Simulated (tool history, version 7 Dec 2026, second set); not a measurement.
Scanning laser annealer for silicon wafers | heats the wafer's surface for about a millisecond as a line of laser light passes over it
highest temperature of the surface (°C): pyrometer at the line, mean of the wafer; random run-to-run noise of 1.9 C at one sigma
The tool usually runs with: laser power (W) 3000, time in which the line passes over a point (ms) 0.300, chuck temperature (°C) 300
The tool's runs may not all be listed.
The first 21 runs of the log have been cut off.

run,hour,laser power (W),time in which the line passes over a point (ms),chuck temperature (°C),highest temperature of the surface (°C)
22,981.3,2809,0.300,300,1067
23,1036.8,2809,0.300,300,1063
24,1082.6,2638,0.351,282,1049
# hour 1145.7: optics aligned, line set to its width
25,1154.1,3285,0.300,300,1249
26,1218.4,3285,0.300,300,1245
27,1273.2,3285,0.300,300,1245
28,1334.0,3205,0.325,300,1249
29,1398.7,3258,0.331,284,1259
30,1436.8,3278,0.345,284,1289
31,1487.2,3278,0.345,284,1282
32,1517.5,3278,0.345,284,1281
33,1575.0,2564,0.355,278,1012
34,1605.3,2564,0.355,278,1011
35,1669.2,3000,0.300,323,1135
36,1715.4,3000,0.300,323,1138
# hour 1727.5: window over the wafer cleaned
37,1757.0,3034,0.359,300,1261
38,1809.6,2749,0.300,338,1095
39,1859.0,2726,0.268,262,962
40,1918.7,2558,0.302,275,959

Forecast each of these 4 alternatives for the next run:
A,1975.1,3000,0.361,300,?
B,1975.1,2856,0.312,278,?
C,1975.1,3198,0.314,326,?
D,1975.1,2685,0.277,300,?

run,highest temperature of the surface (°C)
A,1233
B,1084
C,1263
D,993
Had the tool no hidden state, the same runs would have come out as:
run,highest temperature of the surface (°C)
A,1243
B,1093
C,1273
D,1000

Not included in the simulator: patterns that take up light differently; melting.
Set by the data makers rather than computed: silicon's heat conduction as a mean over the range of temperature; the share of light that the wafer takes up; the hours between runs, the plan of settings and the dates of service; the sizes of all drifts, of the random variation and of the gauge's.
